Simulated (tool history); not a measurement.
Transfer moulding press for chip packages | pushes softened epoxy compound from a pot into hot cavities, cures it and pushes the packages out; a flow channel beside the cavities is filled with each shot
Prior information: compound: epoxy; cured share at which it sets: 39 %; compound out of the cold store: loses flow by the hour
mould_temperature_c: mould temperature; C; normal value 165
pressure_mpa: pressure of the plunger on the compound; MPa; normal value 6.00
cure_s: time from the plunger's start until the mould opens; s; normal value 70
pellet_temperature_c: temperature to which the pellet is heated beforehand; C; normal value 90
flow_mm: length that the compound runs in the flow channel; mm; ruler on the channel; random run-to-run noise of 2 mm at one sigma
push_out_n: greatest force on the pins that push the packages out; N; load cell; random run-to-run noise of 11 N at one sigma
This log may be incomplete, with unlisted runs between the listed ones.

run	hour	mould_temperature_c	pressure_mpa	cure_s	pellet_temperature_c	incoming compound's hours out of the cold store	flow_mm	push_out_n
1	0.0	165	6.00	70	90	37.5	775	765
2	9.9	165	6.00	70	82	15.3	857	840
# hour 20.1: cavities cleaned with cleaning compound and waxed
3	33.5	165	6.00	70	90	35.3	782	1030
4	52.3	165	6.00	70	90	19.9	833	1039
# hour 70.8: cavities cleaned with cleaning compound and waxed
5	77.7	172	6.00	70	90	17.8	830	523
# hour 84.1: cavities cleaned with cleaning compound and waxed, once more
6	103.5	172	6.00	70	90	12.8	844	612
7	118.2	172	6.00	53	90	46.7	726	806
# hour 135.0: cavities cleaned with cleaning compound and waxed
8	135.8	172	6.00	53	90	32.8	772	525
# hour 139.4: plunger's sealing rings changed
9	152.8	172	6.00	53	90	30.2	798	692
10	173.8	168	6.00	53	90	24.4	827	1037
11	184.3	168	6.00	53	90	15.8	859	1202
# hour 189.0: cavities cleaned with cleaning compound and waxed
12	200.3	161	6.00	70	90	29.8	818	751
13	215.5	165	5.62	70	90	34.6	767	744
14	225.3	165	5.62	70	90	21.7	810	833
# hour 239.2: cavities cleaned with cleaning compound and waxed
15	250.9	165	4.71	70	98	13.0	771	649
16	268.8	165	4.71	70	98	44.2	672	745
# hour 290.3: cavities cleaned with cleaning compound and waxed
17	293.6	171	5.25	70	92	42.3	701	493
18	315.9	171	5.25	70	92	25.7	751	651
19	327.3	171	5.25	70	92	33.1	727	691
20	337.2	157	7.10	85	91	44.4	833	929
# hour 341.5: cavities cleaned with cleaning compound and waxed
21	350.9	157	7.10	85	91	34.7	870	702
22	374.1	165	4.56	70	87	23.2	717	816
23	385.4	166	4.79	70	85	44.6	664	801
# hour 391.6: cavities cleaned with cleaning compound and waxed
24	402.9	165	6.75	70	92	26.6	857	616
25	419.6	166	4.80	90	99	26.6	716	651
# hour 435.0: plunger's sealing rings changed
26	436.1	166	5.79	79	86	41.9	757	740
# hour 444.8: cavities cleaned with cleaning compound and waxed
27	453.1	166	6.08	79	86	41.3	779	523

Alternative continuations, all from the tool just after run 27; predict every row:
A	468.9	166	7.45	79	99	45.9	?	?
B	468.9	168	7.38	70	82	39.9	?	?
C	468.9	166	6.08	50	86	44.5	?	?
D	468.9	162	5.29	76	90	38.2	?	?
E	468.9	167	5.01	79	87	31.9	?	?

run	flow_mm	push_out_n
A	843	651
B	859	700
C	769	1199
D	742	771
E	732	657
With no hidden state in the tool, these same runs would have given:
run	flow_mm	push_out_n
A	844	433
B	860	464
C	770	755
D	743	502
E	733	438

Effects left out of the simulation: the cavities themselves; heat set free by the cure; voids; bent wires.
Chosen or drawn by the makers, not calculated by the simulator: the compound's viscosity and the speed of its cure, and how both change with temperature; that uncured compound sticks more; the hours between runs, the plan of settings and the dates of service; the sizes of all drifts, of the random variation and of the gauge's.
